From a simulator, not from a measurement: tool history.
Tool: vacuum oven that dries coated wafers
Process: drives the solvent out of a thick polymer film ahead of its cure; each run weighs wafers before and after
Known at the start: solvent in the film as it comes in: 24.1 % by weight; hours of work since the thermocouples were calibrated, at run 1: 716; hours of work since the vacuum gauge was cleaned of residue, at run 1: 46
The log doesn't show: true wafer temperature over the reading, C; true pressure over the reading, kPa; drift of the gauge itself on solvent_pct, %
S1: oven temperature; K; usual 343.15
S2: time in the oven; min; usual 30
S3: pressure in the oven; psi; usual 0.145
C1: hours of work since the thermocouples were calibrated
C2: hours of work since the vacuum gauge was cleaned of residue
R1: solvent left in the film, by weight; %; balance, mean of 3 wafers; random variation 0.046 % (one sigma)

{"run": 1, "day": 0.0, "S1": 343.15, "S2": 30, "S3": 0.145, "C1": 716, "C2": 46, "R1": 2.21}
{"run": 2, "day": 0.854, "S1": 343.15, "S2": 30, "S3": 0.145, "C1": 727, "C2": 57, "R1": 2.2}
{"run": 3, "day": 1.525, "S1": 343.15, "S2": 30, "S3": 0.145, "C1": 735, "C2": 65, "R1": 2.21}
{"run": 4, "day": 2.354, "S1": 343.15, "S2": 30, "S3": 0.145, "C1": 746, "C2": 76, "R1": 2.22}
{"run": 5, "day": 3.358, "S1": 343.15, "S2": 30, "S3": 0.145, "C1": 759, "C2": 89, "R1": 2.24}
{"run": 6, "day": 4.271, "S1": 343.15, "S2": 30, "S3": 0.145, "C1": 771, "C2": 100, "R1": 2.19}
{"run": 7, "day": 5.058, "S1": 343.15, "S2": 35, "S3": 0.145, "C1": 781, "C2": 110, "R1": 1.77}
{"run": 8, "day": 5.942, "S1": 337.15, "S2": 19, "S3": 0.149, "C1": 792, "C2": 122, "R1": 7.22}
{"run": 9, "day": 6.388, "S1": 340.15, "S2": 28, "S3": 0.132, "C1": 798, "C2": 127, "R1": 3.33}
{"run": 10, "day": 6.892, "S1": 343.15, "S2": 49, "S3": 0.145, "C1": 804, "C2": 134, "R1": 1.31}
{"run": 11, "day": 7.371, "S1": 330.15, "S2": 38, "S3": 0.348, "C1": 810, "C2": 140, "R1": 8.81}
{"run": 12, "day": 8.262, "S1": 340.15, "S2": 30, "S3": 0.08, "C1": 822, "C2": 151, "R1": 2.64}
{"run": 13, "day": 8.825, "S1": 342.15, "S2": 36, "S3": 0.35, "C1": 829, "C2": 158, "R1": 3.68}

Forecast each of these 5 alternatives for the next run:
{"run": "A", "day": 9.242, "S1": 342.15, "S2": 22, "S3": 0.499, "C1": 834, "C2": 164, "R1": "?"}
{"run": "B", "day": 9.242, "S1": 329.15, "S2": 36, "S3": 0.463, "C1": 834, "C2": 164, "R1": "?"}
{"run": "C", "day": 9.242, "S1": 330.15, "S2": 18, "S3": 0.194, "C1": 834, "C2": 164, "R1": "?"}
{"run": "D", "day": 9.242, "S1": 348.15, "S2": 27, "S3": 0.576, "C1": 834, "C2": 164, "R1": "?"}
{"run": "E", "day": 9.242, "S1": 355.15, "S2": 41, "S3": 0.222, "C1": 834, "C2": 164, "R1": "?"}

run=A R1=6.52
run=B R1=11.14
run=C R1=11.77
run=D R1=4.15
run=E R1=1.16
Without the tool's hidden state the same runs would have given:
run=A R1=6.51
run=B R1=11.13
run=C R1=11.76
run=D R1=4.15
run=E R1=1.16
